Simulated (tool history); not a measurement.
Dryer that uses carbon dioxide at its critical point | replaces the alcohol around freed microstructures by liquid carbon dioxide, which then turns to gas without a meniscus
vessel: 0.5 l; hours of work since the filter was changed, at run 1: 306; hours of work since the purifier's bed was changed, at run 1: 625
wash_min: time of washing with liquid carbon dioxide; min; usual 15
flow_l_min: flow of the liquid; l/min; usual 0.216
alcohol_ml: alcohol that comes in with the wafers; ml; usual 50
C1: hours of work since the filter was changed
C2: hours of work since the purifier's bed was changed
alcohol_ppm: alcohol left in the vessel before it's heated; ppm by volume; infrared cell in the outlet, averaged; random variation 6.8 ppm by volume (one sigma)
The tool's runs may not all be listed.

Run 1, hour 0: usual settings; C1 306; C2 625. Result: alcohol_ppm 833 ppm by volume.
Run 2, hour 47.2: usual settings; C1 322; C2 642. Result: alcohol_ppm 888 ppm by volume.
Run 3, hour 74.6: usual settings; C1 331; C2 651. Result: alcohol_ppm 951 ppm by volume.
At hour 122.5: inlet filter changed.
Run 4, hour 124.8: usual settings; C1 1; C2 668. Result: alcohol_ppm 430 ppm by volume.
Run 5, hour 170.1: usual settings; C1 16; C2 683. Result: alcohol_ppm 436 ppm by volume.
Run 6, hour 222.5: usual settings; C1 34; C2 701. Result: alcohol_ppm 458 ppm by volume.
Run 7, hour 254.1: usual settings but wash_min 11 min; C1 45; C2 712. Result: alcohol_ppm 1716 ppm by volume.
Run 8, hour 287.3: usual settings; C1 56; C2 723. Result: alcohol_ppm 494 ppm by volume.
Run 9, hour 318.6: usual settings but flow_l_min 0.191 l/min; C1 67; C2 733. Result: alcohol_ppm 833 ppm by volume.
Run 10, hour 364.3: usual settings but flow_l_min 0.31 l/min; C1 82; C2 749. Result: alcohol_ppm 167 ppm by volume.
Run 11, hour 392.3: usual settings but flow_l_min 0.31 l/min; C1 92; C2 759. Result: alcohol_ppm 173 ppm by volume.
Run 12, hour 443.1: usual settings but flow_l_min 0.31 l/min; C1 109; C2 776. Result: alcohol_ppm 176 ppm by volume.
Run 13, hour 505.5: usual settings but flow_l_min 0.31 l/min; C1 130; C2 797. Result: alcohol_ppm 180 ppm by volume.
Run 14, hour 542: usual settings but flow_l_min 0.31 l/min; C1 143; C2 809. Result: alcohol_ppm 180 ppm by volume.
Run 15, hour 584.3: usual settings; C1 157; C2 824. Result: alcohol_ppm 624 ppm by volume.
Run 16, hour 629.1: usual settings; C1 172; C2 839. Result: alcohol_ppm 652 ppm by volume.
Run 17, hour 680.2: usual settings but flow_l_min 0.295 l/min; C1 190; C2 856. Result: alcohol_ppm 228 ppm by volume.
Run 18, hour 706.2: usual settings but flow_l_min 0.295 l/min; C1 198; C2 865. Result: alcohol_ppm 230 ppm by volume.
Run 19, hour 767.9: usual settings; C1 219; C2 886. Result: alcohol_ppm 753 ppm by volume.
Run 20, hour 797.3: usual settings; C1 229; C2 896. Result: alcohol_ppm 750 ppm by volume.
Run 21, hour 849.3: usual settings; C1 247; C2 914. Result: alcohol_ppm 797 ppm by volume.
Run 22, hour 885: usual settings; C1 259; C2 926. Result: alcohol_ppm 805 ppm by volume.
Run 23, hour 915.4: usual settings; C1 270; C2 936. Result: alcohol_ppm 871 ppm by volume.
Run 24, hour 946.5: usual settings but wash_min 19 min, flow_l_min 0.332 l/min, alcohol_ml 27 ml; C1 280; C2 947. Result: alcohol_ppm 152 ppm by volume.
Run 25, hour 980.3: usual settings but wash_min 19 min, flow_l_min 0.332 l/min, alcohol_ml 27 ml; C1 292; C2 958. Result: alcohol_ppm 166 ppm by volume.
Run 26, hour 1036.8: usual settings but wash_min 12 min, flow_l_min 0.164 l/min, alcohol_ml 27 ml; C1 311; C2 978. Result: alcohol_ppm 2931 ppm by volume.
Run 27, hour 1082.8: usual settings but wash_min 14 min, alcohol_ml 34 ml; C1 327; C2 993. Result: alcohol_ppm 898 ppm by volume.
Run 28, hour 1137.2: usual settings but wash_min 9 min, flow_l_min 0.304 l/min, alcohol_ml 115 ml; C1 345; C2 1012. Result: alcohol_ppm 4509 ppm by volume.
At hour 1142.7: inlet filter changed.
Run 29, hour 1197.3: usual settings but flow_l_min 0.336 l/min; C1 19; C2 1032. Result: alcohol_ppm 182 ppm by volume.
Run 30, hour 1224.8: usual settings but wash_min 10 min, flow_l_min 0.289 l/min; C1 28; C2 1041. Result: alcohol_ppm 825 ppm by volume.
Run 31, hour 1285.8: usual settings but wash_min 10 min, flow_l_min 0.289 l/min; C1 49; C2 1062. Result: alcohol_ppm 859 ppm by volume.
Run 32, hour 1325.9: usual settings but wash_min 9 min, flow_l_min 0.261 l/min, alcohol_ml 51 ml; C1 62; C2 1076. Result: alcohol_ppm 1980 ppm by volume.
Run 33, hour 1371.1: usual settings but wash_min 9 min, flow_l_min 0.13 l/min, alcohol_ml 74 ml; C1 78; C2 1091. Result: alcohol_ppm 19406 ppm by volume.
Run 34, hour 1419.8: usual settings but wash_min 9 min, flow_l_min 0.13 l/min, alcohol_ml 37 ml; C1 94; C2 1108. Result: alcohol_ppm 9974 ppm by volume.
Run 35, hour 1452.5: usual settings but wash_min 9 min, flow_l_min 0.327 l/min, alcohol_ml 53 ml; C1 105; C2 1119. Result: alcohol_ppm 997 ppm by volume.
Run 36, hour 1506: usual settings but flow_l_min 0.132 l/min, alcohol_ml 73 ml; C1 124; C2 1137. Result: alcohol_ppm 5164 ppm by volume.
Run 37, hour 1551.6: usual settings but flow_l_min 0.132 l/min, alcohol_ml 73 ml; C1 139; C2 1152. Result: alcohol_ppm 5271 ppm by volume.
Run 38, hour 1582.4: usual settings but wash_min 22 min, flow_l_min 0.213 l/min, alcohol_ml 103 ml; C1 150; C2 1163. Result: alcohol_ppm 285 ppm by volume.
Run 39, hour 1612.5: usual settings but wash_min 13 min, flow_l_min 0.245 l/min, alcohol_ml 103 ml; C1 160; C2 1173. Result: alcohol_ppm 1352 ppm by volume.
Run 40, hour 1670.8: usual settings but wash_min 13 min, flow_l_min 0.21 l/min, alcohol_ml 38 ml; C1 180; C2 1193. Result: alcohol_ppm 1181 ppm by volume.
Run 41, hour 1723.6: usual settings but wash_min 11 min, alcohol_ml 108 ml; C1 198; C2 1211. Result: alcohol_ppm 5133 ppm by volume.
Run 42, hour 1757.8: usual settings but wash_min 16 min, flow_l_min 0.168 l/min, alcohol_ml 37 ml; C1 209; C2 1223. Result: alcohol_ppm 1199 ppm by volume.
Run 43, hour 1802.2: usual settings but wash_min 16 min, flow_l_min 0.168 l/min, alcohol_ml 37 ml; C1 224; C2 1238. Result: alcohol_ppm 1226 ppm by volume.
Run 44, hour 1865.7: usual settings but wash_min 19 min, flow_l_min 0.306 l/min, alcohol_ml 25 ml; C1 246; C2 1259. Result: alcohol_ppm 210 ppm by volume.
Run 45, hour 1892.8: usual settings but wash_min 19 min, flow_l_min 0.306 l/min, alcohol_ml 25 ml; C1 255; C2 1268. Result: alcohol_ppm 214 ppm by volume.
Run 46, hour 1925.6: usual settings but wash_min 9 min, flow_l_min 0.271 l/min, alcohol_ml 76 ml; C1 266; C2 1280. Result: alcohol_ppm 3887 ppm by volume.

Forecast each of these 3 alternatives for the next run:
Run A, hour 1976.1: usual settings but wash_min 9 min, flow_l_min 0.271 l/min, alcohol_ml 58 ml; C1 283; C2 1297. Result: alcohol_ppm ?.
Run B, hour 1976.1: usual settings but wash_min 22 min; C1 283; C2 1297. Result: alcohol_ppm ?.
Run C, hour 1976.1: usual settings but wash_min 10 min, flow_l_min 0.271 l/min, alcohol_ml 76 ml; C1 283; C2 1297. Result: alcohol_ppm ?.

run  alcohol_ppm
  A         3094
  B          282
  C         2782
Without the tool's hidden state the same runs would have given:
run  alcohol_ppm
  A         1520
  B           28
  C         1267

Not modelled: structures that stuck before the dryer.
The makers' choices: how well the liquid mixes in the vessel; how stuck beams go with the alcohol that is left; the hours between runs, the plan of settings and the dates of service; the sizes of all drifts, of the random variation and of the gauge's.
